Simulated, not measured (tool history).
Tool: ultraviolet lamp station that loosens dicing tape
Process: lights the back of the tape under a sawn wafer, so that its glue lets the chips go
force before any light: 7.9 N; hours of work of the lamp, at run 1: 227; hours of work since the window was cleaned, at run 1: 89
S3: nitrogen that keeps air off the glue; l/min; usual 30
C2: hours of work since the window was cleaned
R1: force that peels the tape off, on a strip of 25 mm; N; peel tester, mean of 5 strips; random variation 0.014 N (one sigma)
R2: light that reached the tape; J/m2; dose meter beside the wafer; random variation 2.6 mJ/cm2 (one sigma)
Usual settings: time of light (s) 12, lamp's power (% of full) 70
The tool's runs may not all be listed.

Run 1, hour 0: usual settings; hours of work of the lamp 227; C2 89. Result: R1 0.81 N, R2 3030 J/m2.
Run 2, hour 15.5: usual settings but lamp's power (% of full) 84; hours of work of the lamp 238; C2 100. Result: R1 0.531 N, R2 3570 J/m2.
Run 3, hour 43.1: usual settings; hours of work of the lamp 257; C2 119. Result: R1 0.795 N, R2 2970 J/m2.
Run 4, hour 78.7: usual settings; hours of work of the lamp 282; C2 144. Result: R1 0.816 N, R2 2900 J/m2.
Run 5, hour 100: usual settings; hours of work of the lamp 297; C2 159. Result: R1 0.829 N, R2 2940 J/m2.
Run 6, hour 117.9: usual settings; hours of work of the lamp 309; C2 171. Result: R1 0.818 N, R2 2880 J/m2.
Run 7, hour 140.4: usual settings; hours of work of the lamp 325; C2 187. Result: R1 0.849 N, R2 2850 J/m2.
Run 8, hour 159.7: usual settings; hours of work of the lamp 338; C2 200. Result: R1 0.867 N, R2 2830 J/m2.
Run 9, hour 194.1: usual settings; hours of work of the lamp 362; C2 224. Result: R1 0.881 N, R2 2810 J/m2.
Run 10, hour 228.9: usual settings; hours of work of the lamp 386; C2 248. Result: R1 0.905 N, R2 2790 J/m2.
Run 11, hour 247.6: usual settings; hours of work of the lamp 399; C2 261. Result: R1 0.917 N, R2 2800 J/m2.
Run 12, hour 280.4: usual settings; hours of work of the lamp 422; C2 284. Result: R1 0.913 N, R2 2800 J/m2.
Run 13, hour 317.6: usual settings but time of light (s) 8; hours of work of the lamp 448; C2 310. Result: R1 1.837 N, R2 1820 J/m2.
At hour 331: window cleaned of glue's vapour.
Run 14, hour 334.4: usual settings but time of light (s) 8; hours of work of the lamp 459; C2 2. Result: R1 1.888 N, R2 1800 J/m2.
Run 15, hour 354.2: usual settings; hours of work of the lamp 473; C2 16. Result: R1 1.053 N, R2 2620 J/m2.
Run 16, hour 389.4: usual settings; hours of work of the lamp 497; C2 41. Result: R1 1.042 N, R2 2600 J/m2.
Run 17, hour 421.4: usual settings but time of light (s) 20; hours of work of the lamp 519; C2 63. Result: R1 0.362 N, R2 4300 J/m2.
Run 18, hour 441.2: usual settings but time of light (s) 11; hours of work of the lamp 533; C2 76. Result: R1 1.218 N, R2 2350 J/m2.
Run 19, hour 465.8: usual settings but S3 47 l/min; hours of work of the lamp 550; C2 94. Result: R1 0.805 N, R2 2580 J/m2.
At hour 500.7: window cleaned of glue's vapour, once more.
Run 20, hour 503: usual settings but lamp's power (% of full) 85; hours of work of the lamp 576; C2 2. Result: R1 0.581 N, R2 3450 J/m2.
Run 21, hour 518.8: usual settings but lamp's power (% of full) 85; hours of work of the lamp 587; C2 13. Result: R1 0.583 N, R2 3380 J/m2.
Run 22, hour 544.8: usual settings but lamp's power (% of full) 85; hours of work of the lamp 605; C2 31. Result: R1 0.59 N, R2 3390 J/m2.
Run 23, hour 573.9: usual settings but lamp's power (% of full) 85, S3 28 l/min; hours of work of the lamp 625; C2 51. Result: R1 0.651 N, R2 3390 J/m2.
Run 24, hour 592.8: usual settings but time of light (s) 20, lamp's power (% of full) 61, S3 25 l/min; hours of work of the lamp 638; C2 64. Result: R1 0.479 N, R2 4000 J/m2.
Run 25, hour 619.1: usual settings but time of light (s) 20, lamp's power (% of full) 61, S3 25 l/min; hours of work of the lamp 656; C2 82. Result: R1 0.488 N, R2 3940 J/m2.
Run 26, hour 653.3: usual settings but time of light (s) 20, lamp's power (% of full) 61, S3 25 l/min; hours of work of the lamp 680; C2 106. Result: R1 0.508 N, R2 3970 J/m2.
Run 27, hour 670.3: usual settings but time of light (s) 10; hours of work of the lamp 692; C2 118. Result: R1 1.373 N, R2 2240 J/m2.
Run 28, hour 699.3: usual settings but time of light (s) 10; hours of work of the lamp 712; C2 138. Result: R1 1.351 N, R2 2210 J/m2.
Run 29, hour 729.6: usual settings but time of light (s) 10; hours of work of the lamp 733; C2 159. Result: R1 1.382 N, R2 2230 J/m2.
Run 30, hour 745.5: usual settings but time of light (s) 10; hours of work of the lamp 744; C2 170. Result: R1 1.366 N, R2 2200 J/m2.
Run 31, hour 781.9: usual settings but time of light (s) 10, lamp's power (% of full) 81, S3 14 l/min; hours of work of the lamp 769; C2 195. Result: R1 1.823 N, R2 2500 J/m2.
Run 32, hour 799.6: usual settings but time of light (s) 10, lamp's power (% of full) 93, S3 12 l/min; hours of work of the lamp 782; C2 208. Result: R1 1.582 N, R2 2860 J/m2.
Run 33, hour 825.8: usual settings but time of light (s) 7, lamp's power (% of full) 78, S3 44 l/min; hours of work of the lamp 800; C2 226. Result: R1 1.717 N, R2 1700 J/m2.
Run 34, hour 848.2: usual settings but lamp's power (% of full) 96, S3 24 l/min; hours of work of the lamp 815; C2 241. Result: R1 0.666 N, R2 3490 J/m2.
Run 35, hour 876.1: usual settings but lamp's power (% of full) 96, S3 24 l/min; hours of work of the lamp 835; C2 261. Result: R1 0.684 N, R2 3420 J/m2.
Run 36, hour 893.2: usual settings but time of light (s) 8, lamp's power (% of full) 67, S3 43 l/min; hours of work of the lamp 846; C2 272. Result: R1 1.833 N, R2 1580 J/m2.
Run 37, hour 919.9: usual settings but time of light (s) 8, lamp's power (% of full) 64, S3 56 l/min; hours of work of the lamp 865; C2 291. Result: R1 1.698 N, R2 1530 J/m2.
Run 38, hour 946.7: usual settings but time of light (s) 16, lamp's power (% of full) 95, S3 24 l/min; hours of work of the lamp 884; C2 310. Result: R1 0.38 N, R2 4460 J/m2.
At hour 959.9: window cleaned of glue's vapour.
Run 39, hour 969.8: usual settings but time of light (s) 19, lamp's power (% of full) 97, S3 10 l/min; hours of work of the lamp 899; C2 7. Result: R1 0.491 N, R2 5760 J/m2.
Run 40, hour 1003.2: usual settings but time of light (s) 19, lamp's power (% of full) 97, S3 10 l/min; hours of work of the lamp 923; C2 30. Result: R1 0.496 N, R2 5750 J/m2.
Run 41, hour 1040.8: usual settings but time of light (s) 17, lamp's power (% of full) 71, S3 36 l/min; hours of work of the lamp 949; C2 56. Result: R1 0.425 N, R2 3710 J/m2.
Run 42, hour 1067.8: usual settings but time of light (s) 17, lamp's power (% of full) 71, S3 36 l/min; hours of work of the lamp 967; C2 75. Result: R1 0.444 N, R2 3670 J/m2.

3 ways to go on from here, each from the tool as it stands after run 42. What would each give?
Run A, hour 1101.1: usual settings but time of light (s) 24, S3 35 l/min; hours of work of the lamp 990; C2 98. Result: R1 ?, R2 ?.
Run B, hour 1101.1: usual settings but lamp's power (% of full) 73, S3 10 l/min; hours of work of the lamp 990; C2 98. Result: R1 ?, R2 ?.
Run C, hour 1101.1: usual settings but S3 11 l/min; hours of work of the lamp 990; C2 98. Result: R1 ?, R2 ?.

run     R1    R2
  A  0.221  5030
  B  2.064  2610
  C  2.021  2490
Without the tool's hidden state the same runs would have given:
run     R1    R2
  A  0.156  6450
  B   1.43  3350
  C  1.401  3200

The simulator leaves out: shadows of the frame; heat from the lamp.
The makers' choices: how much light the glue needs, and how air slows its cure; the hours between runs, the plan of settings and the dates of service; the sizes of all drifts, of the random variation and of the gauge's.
